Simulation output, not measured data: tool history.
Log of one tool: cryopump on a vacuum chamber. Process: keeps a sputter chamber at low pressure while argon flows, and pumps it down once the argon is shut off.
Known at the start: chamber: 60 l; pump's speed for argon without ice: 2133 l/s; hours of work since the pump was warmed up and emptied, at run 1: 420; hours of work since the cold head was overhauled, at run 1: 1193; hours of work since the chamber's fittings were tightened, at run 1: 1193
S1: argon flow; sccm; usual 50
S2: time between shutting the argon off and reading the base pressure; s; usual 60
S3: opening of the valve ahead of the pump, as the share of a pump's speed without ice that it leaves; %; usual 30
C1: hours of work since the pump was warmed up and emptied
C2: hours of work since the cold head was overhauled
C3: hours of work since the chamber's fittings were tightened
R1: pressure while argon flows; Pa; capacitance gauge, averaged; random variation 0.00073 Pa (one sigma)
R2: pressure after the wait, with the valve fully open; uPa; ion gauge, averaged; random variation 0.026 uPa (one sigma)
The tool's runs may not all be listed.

run,hour,S1,S2,S3,C1,C2,C3,R1,R2
1,0.0,50,60,30,420,1193,1193,0.1368,2.18
2,78.1,50,60,30,456,1229,1229,0.1375,2.20
3,174.7,50,60,30,500,1273,1273,0.1391,2.35
4,246.5,50,60,30,533,1306,1306,0.1390,2.26
5,340.2,50,60,40,576,1349,1349,0.1067,2.38
6,395.9,50,60,40,601,1374,1374,0.1065,2.36
7,483.4,50,60,40,641,1414,1414,0.1076,2.52
8,550.2,50,60,40,672,1445,1445,0.1086,2.49
9,630.2,50,60,30,708,1481,1481,0.1439,2.58
# hour 687.6: pump warmed up, emptied and cooled again
10,720.9,50,60,30,15,1521,1521,0.1336,2.33
11,817.9,50,60,30,60,1565,1565,0.1340,2.44

The next listed run, before its measurement:
12,892.3,48,60,38,94,1599,1599,?,?

Run 12 gave R1 0.1019 Pa, R2 2.42 uPa.
Without the tool's hidden state the same run would have given R1 0.0999 Pa, R2 1.16 uPa.
